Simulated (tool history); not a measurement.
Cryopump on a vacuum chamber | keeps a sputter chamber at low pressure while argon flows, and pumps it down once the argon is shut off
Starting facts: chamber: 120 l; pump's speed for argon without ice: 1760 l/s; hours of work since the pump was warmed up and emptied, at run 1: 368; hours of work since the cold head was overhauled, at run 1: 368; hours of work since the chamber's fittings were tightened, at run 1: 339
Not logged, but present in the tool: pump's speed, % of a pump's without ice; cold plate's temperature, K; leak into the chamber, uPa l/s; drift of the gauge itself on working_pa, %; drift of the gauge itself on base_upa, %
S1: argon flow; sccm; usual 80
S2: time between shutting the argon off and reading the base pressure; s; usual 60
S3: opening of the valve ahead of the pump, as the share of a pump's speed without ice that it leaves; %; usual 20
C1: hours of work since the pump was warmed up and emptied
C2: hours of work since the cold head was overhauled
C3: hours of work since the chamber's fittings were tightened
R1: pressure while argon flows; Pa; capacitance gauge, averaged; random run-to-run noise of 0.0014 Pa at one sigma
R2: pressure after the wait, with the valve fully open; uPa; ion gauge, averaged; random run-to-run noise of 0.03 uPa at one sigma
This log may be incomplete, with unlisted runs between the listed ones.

{"run": 1, "hour": 0.0, "S1": 80, "S2": 60, "S3": 20, "C1": 368, "C2": 368, "C3": 339, "R1": 0.3946, "R2": 1.82}
{"run": 2, "hour": 10.0, "S1": 80, "S2": 71, "S3": 20, "C1": 375, "C2": 375, "C3": 346, "R1": 0.3932, "R2": 1.68}
{"run": 3, "hour": 24.1, "S1": 80, "S2": 71, "S3": 20, "C1": 385, "C2": 385, "C3": 356, "R1": 0.3921, "R2": 1.7}
{"run": 4, "hour": 35.2, "S1": 80, "S2": 71, "S3": 20, "C1": 393, "C2": 393, "C3": 364, "R1": 0.3919, "R2": 1.71}
{"run": 5, "hour": 44.8, "S1": 80, "S2": 71, "S3": 20, "C1": 400, "C2": 400, "C3": 371, "R1": 0.3936, "R2": 1.7}
{"run": 6, "hour": 56.6, "S1": 80, "S2": 60, "S3": 20, "C1": 409, "C2": 409, "C3": 380, "R1": 0.3952, "R2": 1.96}
{"run": 7, "hour": 69.1, "S1": 80, "S2": 60, "S3": 20, "C1": 418, "C2": 418, "C3": 389, "R1": 0.3941, "R2": 1.91}
{"run": 8, "hour": 89.5, "S1": 80, "S2": 60, "S3": 20, "C1": 433, "C2": 433, "C3": 404, "R1": 0.3928, "R2": 1.94}
{"run": 9, "hour": 108.2, "S1": 80, "S2": 60, "S3": 20, "C1": 446, "C2": 446, "C3": 417, "R1": 0.3922, "R2": 2.04}
{"run": 10, "hour": 119.9, "S1": 80, "S2": 60, "S3": 20, "C1": 455, "C2": 455, "C3": 426, "R1": 0.3959, "R2": 2.01}
{"run": 11, "hour": 141.7, "S1": 80, "S2": 60, "S3": 20, "C1": 471, "C2": 471, "C3": 442, "R1": 0.3949, "R2": 2.05}
{"run": 12, "hour": 158.4, "S1": 80, "S2": 60, "S3": 20, "C1": 483, "C2": 483, "C3": 454, "R1": 0.3934, "R2": 2.0}
{"run": 13, "hour": 173.7, "S1": 80, "S2": 60, "S3": 20, "C1": 494, "C2": 494, "C3": 465, "R1": 0.3947, "R2": 2.08}
{"run": 14, "hour": 194.6, "S1": 80, "S2": 217, "S3": 20, "C1": 509, "C2": 509, "C3": 480, "R1": 0.3971, "R2": 1.09}
{"run": 15, "hour": 204.2, "S1": 80, "S2": 60, "S3": 20, "C1": 516, "C2": 516, "C3": 487, "R1": 0.3955, "R2": 2.03}
{"run": 16, "hour": 221.5, "S1": 80, "S2": 60, "S3": 20, "C1": 529, "C2": 529, "C3": 500, "R1": 0.3954, "R2": 2.04}
{"run": 17, "hour": 238.7, "S1": 80, "S2": 60, "S3": 20, "C1": 541, "C2": 541, "C3": 512, "R1": 0.3969, "R2": 2.04}

For run 18, what comes out?
{"run": 18, "hour": 259.1, "S1": 80, "S2": 60, "S3": 20, "C1": 556, "C2": 556, "C3": 527, "R1": "?", "R2": "?"}

For run 18 the tool returned R1 0.3988 Pa, R2 2.11 uPa.
With the hidden condition absent and the run-to-run variation left alone, this run would have shown R1 0.3850 Pa, R2 1.52 uPa.
